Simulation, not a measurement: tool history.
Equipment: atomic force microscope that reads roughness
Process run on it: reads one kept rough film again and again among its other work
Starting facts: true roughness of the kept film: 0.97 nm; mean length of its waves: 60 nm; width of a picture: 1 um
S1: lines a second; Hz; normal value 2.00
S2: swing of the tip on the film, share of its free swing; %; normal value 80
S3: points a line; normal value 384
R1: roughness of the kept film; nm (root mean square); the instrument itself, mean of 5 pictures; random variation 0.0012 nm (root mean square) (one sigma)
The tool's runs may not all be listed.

run 1 hour=0.0 | S1=2.00 S2=80 S3=384 | R1=0.845
run 2 hour=16.6 | S1=2.00 S2=80 S3=384 | R1=0.843
run 3 hour=34.8 | S1=2.00 S2=80 S3=384 | R1=0.844
run 4 hour=52.4 | S1=2.00 S2=80 S3=384 | R1=0.840
run 5 hour=64.0 | S1=2.00 S2=80 S3=384 | R1=0.841
run 6 hour=75.6 | S1=2.00 S2=71 S3=384 | R1=0.878
run 7 hour=102.9 | S1=2.00 S2=71 S3=384 | R1=0.876
run 8 hour=131.2 | S1=2.00 S2=80 S3=653 | R1=0.835
run 9 hour=155.6 | S1=2.00 S2=80 S3=653 | R1=0.832
run 10 hour=179.1 | S1=2.00 S2=80 S3=653 | R1=0.831
-- hour=186.0 new tip fitted
run 11 hour=201.5 | S1=2.00 S2=80 S3=653 | R1=0.848
run 12 hour=220.1 | S1=2.00 S2=80 S3=653 | R1=0.845
run 13 hour=247.3 | S1=2.00 S2=80 S3=384 | R1=0.844
run 14 hour=264.6 | S1=0.89 S2=80 S3=741 | R1=0.905
run 15 hour=283.8 | S1=0.89 S2=80 S3=741 | R1=0.900
run 16 hour=296.8 | S1=0.66 S2=81 S3=377 | R1=0.911
run 17 hour=313.4 | S1=1.66 S2=71 S3=473 | R1=0.889
run 18 hour=328.4 | S1=1.66 S2=71 S3=433 | R1=0.889
run 19 hour=348.0 | S1=1.66 S2=71 S3=433 | R1=0.887

Run 20, settings as shown, results not yet in. Your forecast:
run 20 hour=371.5 | S1=1.66 S2=71 S3=433 | R1=?

Run 20 came out at R1 0.885 nm (root mean square).
Were there no unlogged condition in the tool, this run, its random variation unchanged, would have produced R1 0.900 nm (root mean square).
